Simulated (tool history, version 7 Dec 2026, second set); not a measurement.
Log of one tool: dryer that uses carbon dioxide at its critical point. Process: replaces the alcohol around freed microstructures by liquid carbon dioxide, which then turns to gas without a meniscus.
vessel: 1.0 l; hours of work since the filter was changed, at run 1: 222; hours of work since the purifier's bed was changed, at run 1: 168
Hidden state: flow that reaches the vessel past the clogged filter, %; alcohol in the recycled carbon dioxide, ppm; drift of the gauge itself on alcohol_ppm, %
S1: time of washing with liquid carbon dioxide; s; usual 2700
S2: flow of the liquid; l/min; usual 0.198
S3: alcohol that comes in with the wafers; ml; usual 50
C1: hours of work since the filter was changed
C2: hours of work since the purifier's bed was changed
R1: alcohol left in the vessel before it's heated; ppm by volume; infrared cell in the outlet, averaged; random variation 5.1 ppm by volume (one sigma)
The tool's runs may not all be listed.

| run | day | S1 | S2 | S3 | C1 | C2 | R1 |
|---|---|---|---|---|---|---|---|
| 1 | 0 | 2700 | 0.198 | 50 | 222 | 168 | 208 |
|  | 1.954 | inlet filter changed |
| 2 | 2.171 | 2700 | 0.198 | 50 | 3 | 193 | 86 |
| 3 | 4.979 | 2700 | 0.198 | 50 | 37 | 228 | 106 |
| 4 | 7.125 | 2700 | 0.198 | 50 | 63 | 254 | 111 |
| 5 | 8.375 | 2100 | 0.198 | 50 | 78 | 269 | 353 |
| 6 | 9.612 | 2700 | 0.198 | 50 | 93 | 284 | 141 |
| 7 | 10.821 | 2700 | 0.198 | 26 | 108 | 299 | 92 |
| 8 | 13.429 | 2700 | 0.285 | 50 | 140 | 330 | 64 |
| 9 | 16.104 | 2700 | 0.285 | 50 | 172 | 363 | 70 |
| 10 | 17.358 | 2700 | 0.285 | 21 | 187 | 378 | 61 |
| 11 | 19.117 | 2700 | 0.266 | 50 | 209 | 400 | 79 |
| 12 | 21.317 | 2700 | 0.266 | 50 | 236 | 426 | 88 |
|  | 22.254 | inlet filter changed |
| 13 | 22.671 | 3360 | 0.198 | 50 | 5 | 442 | 80 |

Run 14 comes next. What will it give?
| 14 | 25.438 | 2340 | 0.205 | 50 | 39 | 476 | ? |

R1: 191 ppm by volume
Without the tool's hidden state the same run would have given R1 100 ppm by volume.

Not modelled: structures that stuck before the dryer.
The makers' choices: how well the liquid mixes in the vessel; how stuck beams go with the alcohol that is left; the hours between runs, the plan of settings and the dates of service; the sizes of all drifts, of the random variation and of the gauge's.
